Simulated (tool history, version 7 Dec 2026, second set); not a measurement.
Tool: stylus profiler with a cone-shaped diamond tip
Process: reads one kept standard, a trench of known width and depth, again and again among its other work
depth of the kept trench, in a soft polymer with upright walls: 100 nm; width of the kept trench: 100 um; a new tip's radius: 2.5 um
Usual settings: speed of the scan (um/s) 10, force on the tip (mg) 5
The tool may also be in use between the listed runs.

| run | hour | speed of the scan (um/s) | force on the tip (mg) | depth of the trench (nm) | width of the trench's floor (nm) |
|---|---|---|---|---|---|
| 1 | 0 | 10 | 5 | 102.75 | 98260 |
| 2 | 29.6 | 10 | 5 | 102.45 | 98250 |
| 3 | 55.4 | 10 | 5 | 102.84 | 98270 |
| 4 | 71.7 | 2 | 5 | 102.86 | 98340 |
| 5 | 88.6 | 2 | 5 | 102.7 | 98250 |
| 6 | 113.3 | 2 | 5 | 102.72 | 98270 |
| 7 | 140.5 | 16 | 5 | 102.68 | 98260 |
| 8 | 168.9 | 10 | 11.79 | 104.57 | 98330 |
| 9 | 188.5 | 3 | 2.27 | 101.9 | 98270 |
| 10 | 209.4 | 7 | 7.4 | 103.48 | 98160 |
| 11 | 237.7 | 9 | 10.36 | 104.23 | 98250 |
| 12 | 258.7 | 2 | 10.36 | 104.16 | 98230 |
| 13 | 273.7 | 2 | 8.81 | 103.82 | 98210 |
| 14 | 299.6 | 12 | 11.16 | 104.5 | 98240 |
| 15 | 324.8 | 12 | 11.16 | 104.43 | 98210 |
| 16 | 355.6 | 12 | 11.16 | 104.67 | 98220 |

Measured less the same run without the tool's hidden state. The same run-to-run variation is in both; the gauge's scatter may not be:
The hidden state here: radius of the tip, um; height scale over the true one, %; drift of the gauge itself on depth_nm, %; drift of the gauge itself on floor_um, %.
| run | depth of the trench (nm) | width of the trench's floor (nm) |
|---|---|---|
| 1 | +0.36 | -320 |
| 2 | +0.37 | -320 |
| 3 | +0.37 | -320 |
| 4 | +0.37 | -320 |
| 5 | +0.38 | -330 |
| 6 | +0.38 | -340 |
| 7 | +0.39 | -340 |
| 8 | +0.4 | -340 |
| 9 | +0.39 | -350 |
| 10 | +0.41 | -350 |
| 11 | +0.41 | -360 |
| 12 | +0.42 | -360 |
| 13 | +0.42 | -370 |
| 14 | +0.43 | -370 |
| 15 | +0.43 | -370 |
| 16 | +0.45 | -370 |
